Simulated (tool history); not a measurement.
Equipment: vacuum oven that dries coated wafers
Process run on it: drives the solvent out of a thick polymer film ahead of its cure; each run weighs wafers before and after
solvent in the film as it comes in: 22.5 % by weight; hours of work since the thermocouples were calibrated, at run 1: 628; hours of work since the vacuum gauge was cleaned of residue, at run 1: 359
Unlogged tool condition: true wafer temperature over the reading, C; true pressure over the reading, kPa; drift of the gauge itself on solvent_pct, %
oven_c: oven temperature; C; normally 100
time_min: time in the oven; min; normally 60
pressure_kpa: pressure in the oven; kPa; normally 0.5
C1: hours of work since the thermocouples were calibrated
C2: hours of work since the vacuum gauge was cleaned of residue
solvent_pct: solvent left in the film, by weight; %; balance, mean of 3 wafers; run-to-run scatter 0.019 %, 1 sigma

run 1 day=0 | oven_c=100 time_min=60 pressure_kpa=0.5 | C1=628 C2=359 | solvent_pct=0.97
run 2 day=1.388 | oven_c=100 time_min=60 pressure_kpa=0.5 | C1=648 C2=380 | solvent_pct=0.94
run 3 day=3.317 | oven_c=100 time_min=60 pressure_kpa=0.5 | C1=676 C2=408 | solvent_pct=0.97
run 4 day=4.642 | oven_c=100 time_min=60 pressure_kpa=0.379 | C1=696 C2=427 | solvent_pct=0.87
-- day=6.121 oven's thermocouples calibrated
run 5 day=6.371 | oven_c=100 time_min=60 pressure_kpa=0.379 | C1=4 C2=451 | solvent_pct=0.93
run 6 day=8.338 | oven_c=100 time_min=60 pressure_kpa=0.379 | C1=32 C2=480 | solvent_pct=0.96
run 7 day=10.15 | oven_c=100 time_min=60 pressure_kpa=0.379 | C1=59 C2=506 | solvent_pct=0.98
run 8 day=11.075 | oven_c=100 time_min=60 pressure_kpa=0.379 | C1=72 C2=520 | solvent_pct=0.97
run 9 day=12.671 | oven_c=100 time_min=60 pressure_kpa=0.379 | C1=96 C2=543 | solvent_pct=0.94
run 10 day=14.212 | oven_c=100 time_min=60 pressure_kpa=0.379 | C1=118 C2=566 | solvent_pct=0.93
run 11 day=15.179 | oven_c=100 time_min=60 pressure_kpa=0.5 | C1=132 C2=580 | solvent_pct=1.04
run 12 day=16.588 | oven_c=100 time_min=60 pressure_kpa=0.5 | C1=153 C2=600 | solvent_pct=1.01
run 13 day=17.6 | oven_c=100 time_min=60 pressure_kpa=0.5 | C1=168 C2=615 | solvent_pct=1.03
run 14 day=18.683 | oven_c=100 time_min=60 pressure_kpa=0.5 | C1=183 C2=631 | solvent_pct=1.05
run 15 day=19.988 | oven_c=100 time_min=97 pressure_kpa=0.5 | C1=202 C2=650 | solvent_pct=0.47
run 16 day=21.858 | oven_c=91 time_min=97 pressure_kpa=0.5 | C1=230 C2=677 | solvent_pct=1.45
run 17 day=22.979 | oven_c=100 time_min=60 pressure_kpa=0.5 | C1=246 C2=694 | solvent_pct=1.03
run 18 day=24.758 | oven_c=100 time_min=60 pressure_kpa=0.5 | C1=272 C2=720 | solvent_pct=1.01
run 19 day=26.05 | oven_c=100 time_min=60 pressure_kpa=0.5 | C1=291 C2=738 | solvent_pct=1.03
run 20 day=27.371 | oven_c=100 time_min=60 pressure_kpa=0.5 | C1=310 C2=758 | solvent_pct=1
run 21 day=28.6 | oven_c=100 time_min=60 pressure_kpa=0.5 | C1=328 C2=776 | solvent_pct=1.01
run 22 day=30.233 | oven_c=100 time_min=60 pressure_kpa=0.5 | C1=352 C2=799 | solvent_pct=0.97
-- day=30.458 vacuum gauge cleaned of residue and calibrated
run 23 day=31.346 | oven_c=100 time_min=35 pressure_kpa=0.5 | C1=367 C2=13 | solvent_pct=2.91
run 24 day=32.221 | oven_c=100 time_min=35 pressure_kpa=0.5 | C1=380 C2=26 | solvent_pct=2.89
run 25 day=33.408 | oven_c=100 time_min=35 pressure_kpa=0.5 | C1=397 C2=43 | solvent_pct=2.92
run 26 day=35.333 | oven_c=100 time_min=35 pressure_kpa=0.5 | C1=425 C2=71 | solvent_pct=2.88
-- day=35.804 vacuum gauge cleaned of residue and calibrated, once more
run 27 day=37.288 | oven_c=113 time_min=57 pressure_kpa=0.5 | C1=453 C2=22 | solvent_pct=0.2
run 28 day=38.346 | oven_c=105 time_min=60 pressure_kpa=0.5 | C1=469 C2=37 | solvent_pct=0.45
run 29 day=39.246 | oven_c=105 time_min=60 pressure_kpa=0.5 | C1=482 C2=50 | solvent_pct=0.42
run 30 day=40.092 | oven_c=105 time_min=60 pressure_kpa=0.5 | C1=494 C2=63 | solvent_pct=0.44
run 31 day=41.433 | oven_c=105 time_min=60 pressure_kpa=0.5 | C1=514 C2=82 | solvent_pct=0.4
run 32 day=42.325 | oven_c=100 time_min=38 pressure_kpa=0.31 | C1=527 C2=95 | solvent_pct=2.22
run 33 day=43.208 | oven_c=100 time_min=38 pressure_kpa=0.31 | C1=540 C2=108 | solvent_pct=2.2
run 34 day=44.842 | oven_c=100 time_min=40 pressure_kpa=1.391 | C1=563 C2=132 | solvent_pct=2.59
run 35 day=45.742 | oven_c=101 time_min=62 pressure_kpa=0.828 | C1=576 C2=145 | solvent_pct=0.92
run 36 day=47.242 | oven_c=100 time_min=77 pressure_kpa=0.681 | C1=598 C2=167 | solvent_pct=0.62
run 37 day=48.762 | oven_c=100 time_min=77 pressure_kpa=0.681 | C1=621 C2=189 | solvent_pct=0.59
run 38 day=50.167 | oven_c=100 time_min=77 pressure_kpa=0.681 | C1=641 C2=210 | solvent_pct=0.64
run 39 day=51.317 | oven_c=100 time_min=77 pressure_kpa=0.681 | C1=658 C2=226 | solvent_pct=0.64
run 40 day=52.233 | oven_c=108 time_min=44 pressure_kpa=0.681 | C1=671 C2=240 | solvent_pct=0.59
run 41 day=54.046 | oven_c=108 time_min=44 pressure_kpa=0.681 | C1=698 C2=266 | solvent_pct=0.6
-- day=55.454 oven's thermocouples calibrated
run 42 day=56.071 | oven_c=111 time_min=38 pressure_kpa=0.339 | C1=9 C2=295 | solvent_pct=0.47
run 43 day=57.317 | oven_c=100 time_min=60 pressure_kpa=0.309 | C1=27 C2=313 | solvent_pct=0.93

4 ways to go on from here, each from the tool as it stands after run 43. What would each give?
run A day=58.162 | oven_c=91 time_min=46 pressure_kpa=0.538 | C1=40 C2=325 | solvent_pct=?
run B day=58.162 | oven_c=115 time_min=43 pressure_kpa=1.378 | C1=40 C2=325 | solvent_pct=?
run C day=58.162 | oven_c=100 time_min=60 pressure_kpa=0.791 | C1=40 C2=325 | solvent_pct=?
run D day=58.162 | oven_c=106 time_min=34 pressure_kpa=1.121 | C1=40 C2=325 | solvent_pct=?

run=A solvent_pct=5.04
run=B solvent_pct=0.56
run=C solvent_pct=1.17
run=D solvent_pct=1.76
Take away the tool's hidden state, keep each run's random variation, and the runs would have read:
run=A solvent_pct=5
run=B solvent_pct=0.55
run=C solvent_pct=1.14
run=D solvent_pct=1.73

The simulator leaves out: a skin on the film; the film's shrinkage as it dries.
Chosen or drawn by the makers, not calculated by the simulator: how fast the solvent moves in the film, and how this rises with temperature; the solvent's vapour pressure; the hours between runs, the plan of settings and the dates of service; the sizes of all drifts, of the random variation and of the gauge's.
